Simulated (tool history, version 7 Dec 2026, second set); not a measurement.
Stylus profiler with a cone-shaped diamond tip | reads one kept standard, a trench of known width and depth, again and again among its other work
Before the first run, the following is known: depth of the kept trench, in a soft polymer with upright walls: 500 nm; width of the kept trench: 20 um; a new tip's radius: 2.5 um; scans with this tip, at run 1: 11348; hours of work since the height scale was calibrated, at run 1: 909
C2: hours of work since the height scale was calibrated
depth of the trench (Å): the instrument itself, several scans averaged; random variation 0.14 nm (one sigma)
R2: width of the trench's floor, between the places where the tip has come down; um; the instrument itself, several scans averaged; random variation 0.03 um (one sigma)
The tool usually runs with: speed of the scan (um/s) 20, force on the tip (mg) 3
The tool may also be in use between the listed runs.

{"run": 1, "day": 0.0, "speed of the scan (um/s)": 20, "force on the tip (mg)": 3, "scans with this tip": 11348, "C2": 909, "depth of the trench (Å)": 5093.1, "R2": 15.52}
{"run": 2, "day": 2.512, "speed of the scan (um/s)": 17, "force on the tip (mg)": 3, "scans with this tip": 11712, "C2": 938, "depth of the trench (Å)": 5096.8, "R2": 15.47}
{"run": 3, "day": 5.208, "speed of the scan (um/s)": 17, "force on the tip (mg)": 3, "scans with this tip": 12103, "C2": 970, "depth of the trench (Å)": 5096.6, "R2": 15.47}
{"run": 4, "day": 8.725, "speed of the scan (um/s)": 64, "force on the tip (mg)": 3, "scans with this tip": 12612, "C2": 1010, "depth of the trench (Å)": 5095.7, "R2": 15.18}
{"run": 5, "day": 11.742, "speed of the scan (um/s)": 64, "force on the tip (mg)": 3, "scans with this tip": 13050, "C2": 1046, "depth of the trench (Å)": 5096, "R2": 15.12}
{"run": 6, "day": 13.867, "speed of the scan (um/s)": 64, "force on the tip (mg)": 3, "scans with this tip": 13358, "C2": 1070, "depth of the trench (Å)": 5097.7, "R2": 15.18}
{"run": 7, "day": 15.492, "speed of the scan (um/s)": 64, "force on the tip (mg)": 3, "scans with this tip": 13593, "C2": 1089, "depth of the trench (Å)": 5099.4, "R2": 15.13}
{"run": 8, "day": 17.983, "speed of the scan (um/s)": 20, "force on the tip (mg)": 3, "scans with this tip": 13955, "C2": 1118, "depth of the trench (Å)": 5095.5, "R2": 15.18}
{"run": 9, "day": 20.733, "speed of the scan (um/s)": 30, "force on the tip (mg)": 3, "scans with this tip": 14353, "C2": 1150, "depth of the trench (Å)": 5098, "R2": 15.19}
{"run": 10, "day": 22.779, "speed of the scan (um/s)": 30, "force on the tip (mg)": 3, "scans with this tip": 14650, "C2": 1174, "depth of the trench (Å)": 5101.1, "R2": 15.08}
{"run": 11, "day": 25.358, "speed of the scan (um/s)": 30, "force on the tip (mg)": 3, "scans with this tip": 15024, "C2": 1204, "depth of the trench (Å)": 5097.7, "R2": 15.1}
{"run": 12, "day": 27.812, "speed of the scan (um/s)": 20, "force on the tip (mg)": 3, "scans with this tip": 15380, "C2": 1232, "depth of the trench (Å)": 5099.3, "R2": 15.11}
{"run": 13, "day": 31.217, "speed of the scan (um/s)": 55, "force on the tip (mg)": 6.35, "scans with this tip": 15873, "C2": 1272, "depth of the trench (Å)": 5147.5, "R2": 15.04}
{"run": 14, "day": 33.617, "speed of the scan (um/s)": 40, "force on the tip (mg)": 2.95, "scans with this tip": 16221, "C2": 1300, "depth of the trench (Å)": 5100.7, "R2": 14.93}
{"run": 15, "day": 35.938, "speed of the scan (um/s)": 25, "force on the tip (mg)": 2.13, "scans with this tip": 16558, "C2": 1327, "depth of the trench (Å)": 5087.1, "R2": 14.91}
{"run": 16, "day": 39.442, "speed of the scan (um/s)": 20, "force on the tip (mg)": 2.24, "scans with this tip": 17065, "C2": 1367, "depth of the trench (Å)": 5089.9, "R2": 14.92}
{"run": 17, "day": 42.429, "speed of the scan (um/s)": 20, "force on the tip (mg)": 2.24, "scans with this tip": 17498, "C2": 1402, "depth of the trench (Å)": 5092.6, "R2": 14.91}
{"run": 18, "day": 45.6, "speed of the scan (um/s)": 20, "force on the tip (mg)": 2.24, "scans with this tip": 17958, "C2": 1439, "depth of the trench (Å)": 5092.5, "R2": 14.78}
{"run": 19, "day": 48.6, "speed of the scan (um/s)": 20, "force on the tip (mg)": 2.24, "scans with this tip": 18393, "C2": 1474, "depth of the trench (Å)": 5091.7, "R2": 14.81}
{"day": 50.833, "done": "new tip fitted, height scale calibrated"}
{"run": 20, "day": 51.892, "speed of the scan (um/s)": 20, "force on the tip (mg)": 2.24, "scans with this tip": 153, "C2": 12, "depth of the trench (Å)": 5059.6, "R2": 16.85}
{"run": 21, "day": 53.767, "speed of the scan (um/s)": 20, "force on the tip (mg)": 2.08, "scans with this tip": 424, "C2": 34, "depth of the trench (Å)": 5056.9, "R2": 16.82}
{"run": 22, "day": 56.1, "speed of the scan (um/s)": 20, "force on the tip (mg)": 2.08, "scans with this tip": 763, "C2": 61, "depth of the trench (Å)": 5059.7, "R2": 16.7}
{"run": 23, "day": 59.417, "speed of the scan (um/s)": 20, "force on the tip (mg)": 2.08, "scans with this tip": 1244, "C2": 100, "depth of the trench (Å)": 5057.8, "R2": 16.67}

Some steps in depth of the trench (Å) between neighbouring runs. How much of each would the tool show without its hidden state too (settings, what came in, random variation), and how much is left for the hidden state, with any gauge scatter that isn't in both results?
Unlogged tool condition in this case: radius of the tip, um; height scale over the true one, %; drift of the gauge itself on depth_nm, %; drift of the gauge itself on floor_um, %.
Run 12 -> 13: speed of the scan (um/s) 20 -> 55, force on the tip (mg) 3 -> 6.35. depth of the trench (Å) +48.2: hidden state +1.1, all else +47.1.
Run 13 -> 14: speed of the scan (um/s) 55 -> 40, force on the tip (mg) 6.35 -> 2.95. depth of the trench (Å) -46.8: hidden state +0.4, all else -47.2.
Run 19 -> 20: new tip fitted, height scale calibrated. depth of the trench (Å) -32.1: hidden state -33.1, all else +1.
